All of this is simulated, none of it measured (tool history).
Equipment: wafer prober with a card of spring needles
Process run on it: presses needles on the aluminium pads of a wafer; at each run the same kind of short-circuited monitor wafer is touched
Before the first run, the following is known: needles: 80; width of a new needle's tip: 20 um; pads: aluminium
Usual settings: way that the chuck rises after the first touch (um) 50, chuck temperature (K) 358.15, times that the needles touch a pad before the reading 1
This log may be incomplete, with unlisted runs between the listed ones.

run,hour,way that the chuck rises after the first touch (um),chuck temperature (K),times that the needles touch a pad before the reading,resistance of one needle with its contact and lead (mohm),way that a needle slides on the pad (um)
1,0.0,50,358.15,1,200,9.89
2,30.8,50,358.15,1,204,9.89
3,68.7,50,358.15,1,205,9.89
4,125.6,50,358.15,1,204,9.84
5,187.7,56,358.15,1,205,11.09
6,215.8,56,358.15,1,206,11.10
7,246.1,56,358.15,1,202,11.14
8,272.1,56,358.15,1,201,11.13
9,335.3,56,358.15,1,200,11.00
10,363.7,56,358.15,1,205,11.10
11,423.0,56,358.15,1,204,11.13
12,481.8,56,358.15,1,204,11.10
13,537.3,50,315.15,1,199,9.89
14,583.3,51,315.15,1,189,10.10
15,625.1,50,358.15,2,205,9.92
16,669.9,64,358.15,1,200,12.72
17,714.6,51,358.15,1,203,10.09
18,766.7,50,368.15,2,206,9.95
19,807.0,50,368.15,2,204,9.91
20,852.0,57,300.15,2,190,11.30
21,891.0,65,302.15,1,188,12.88
22,920.6,38,315.15,1,199,7.59
23,982.5,50,303.15,2,191,9.90
24,1025.3,50,303.15,2,191,9.95
25,1071.5,50,303.15,2,194,9.93
26,1133.6,39,352.15,3,205,7.72
27,1163.1,50,335.15,1,199,9.89
28,1193.9,50,335.15,1,201,9.92
29,1255.9,50,360.15,1,200,9.92
30,1300.6,61,360.15,2,199,12.12
31,1340.5,61,360.15,2,204,12.03
32,1392.1,61,360.15,2,201,12.10
33,1443.0,50,357.15,1,204,9.91

Not shown here: 36 entries made in the log between runs. Locate each between two listed runs and compare the hidden state at the listed run before it with the hidden state at the listed run after it:
Run 2 -> run 3: tips cleaned on abrasive film (hour 39.1)
  no difference in the tool's unlogged condition between these two runs
Run 3 -> run 4: tips cleaned on abrasive film (hour 82.7); tips cleaned on abrasive film (hour 122.5)
  debris on the tips, nm: 0.1 -> 0
Run 4 -> run 5: tips cleaned on abrasive film (hour 162.1)
  debris on the tips, nm: 0 -> 0.1
Run 5 -> run 6: tips cleaned on abrasive film (hour 201.7)
  no difference in the tool's unlogged condition between these two runs
Run 6 -> run 7: tips cleaned on abrasive film (hour 245.7)
  debris on the tips, nm: 0.1 -> 0
Run 8 -> run 9: tips cleaned on abrasive film (hour 288.3); tips cleaned on abrasive film (hour 327.5)
  debris on the tips, nm: 0.1 -> 0
Run 10 -> run 11: tips cleaned on abrasive film (hour 366.4); tips cleaned on abrasive film (hour 409.3)
  no difference in the tool's unlogged condition between these two runs
Run 11 -> run 12: tips cleaned on abrasive film (hour 451.3)
  no difference in the tool's unlogged condition between these two runs
Run 12 -> run 13: tips cleaned on abrasive film (hour 490.3); tips cleaned on abrasive film (hour 531.1)
  debris on the tips, nm: 0.1 -> 0
Run 13 -> run 14: tips cleaned on abrasive film (hour 574.6)
  no difference in the tool's unlogged condition between these two runs
Run 14 -> run 15: tips cleaned on abrasive film (hour 614.2)
  no difference in the tool's unlogged condition between these two runs
Run 15 -> run 16: tips cleaned on abrasive film (hour 656.4)
  debris on the tips, nm: 0 -> 0.1
Run 16 -> run 17: tips cleaned on abrasive film (hour 695.5)
  no difference in the tool's unlogged condition between these two runs
Run 17 -> run 18: tips cleaned on abrasive film (hour 734.9)
  no difference in the tool's unlogged condition between these two runs
Run 18 -> run 19: tips cleaned on abrasive film (hour 776.1)
  no difference in the tool's unlogged condition between these two runs
Run 19 -> run 20: tips cleaned on abrasive film (hour 818.2)
  no difference in the tool's unlogged condition between these two runs
Run 20 -> run 21: tips cleaned on abrasive film (hour 859.1)
  no difference in the tool's unlogged condition between these two runs
Run 21 -> run 22: tips cleaned on abrasive film (hour 902.1)
  no difference in the tool's unlogged condition between these two runs
Run 22 -> run 23: tips cleaned on abrasive film (hour 941.8); tips cleaned on abrasive film (hour 980.6)
  debris on the tips, nm: 0.1 -> 0
Run 23 -> run 24: tips cleaned on abrasive film (hour 1023.9)
  no difference in the tool's unlogged condition between these two runs
Run 24 -> run 25: tips cleaned on abrasive film (hour 1066.0)
  no difference in the tool's unlogged condition between these two runs
Run 25 -> run 26: tips cleaned on abrasive film (hour 1109.0)
  debris on the tips, nm: 0 -> 0.1
Run 26 -> run 27: height of the first contact set anew (hour 1137.9); tips cleaned on abrasive film (hour 1149.7)
  no difference in the tool's unlogged condition between these two runs
Run 27 -> run 28: tips cleaned on abrasive film (hour 1190.8)
  debris on the tips, nm: 0.1 -> 0
Run 28 -> run 29: tips cleaned on abrasive film (hour 1233.5)
  debris on the tips, nm: 0 -> 0.1
Run 29 -> run 30: tips cleaned on abrasive film (hour 1274.4)
  no difference in the tool's unlogged condition between these two runs
Run 30 -> run 31: tips cleaned on abrasive film (hour 1314.9)
  no difference in the tool's unlogged condition between these two runs
Run 31 -> run 32: tips cleaned on abrasive film (hour 1354.6)
  no difference in the tool's unlogged condition between these two runs
Run 32 -> run 33: tips cleaned on abrasive film (hour 1398.0); tips cleaned on abrasive film (hour 1440.1)
  debris on the tips, nm: 0.1 -> 0

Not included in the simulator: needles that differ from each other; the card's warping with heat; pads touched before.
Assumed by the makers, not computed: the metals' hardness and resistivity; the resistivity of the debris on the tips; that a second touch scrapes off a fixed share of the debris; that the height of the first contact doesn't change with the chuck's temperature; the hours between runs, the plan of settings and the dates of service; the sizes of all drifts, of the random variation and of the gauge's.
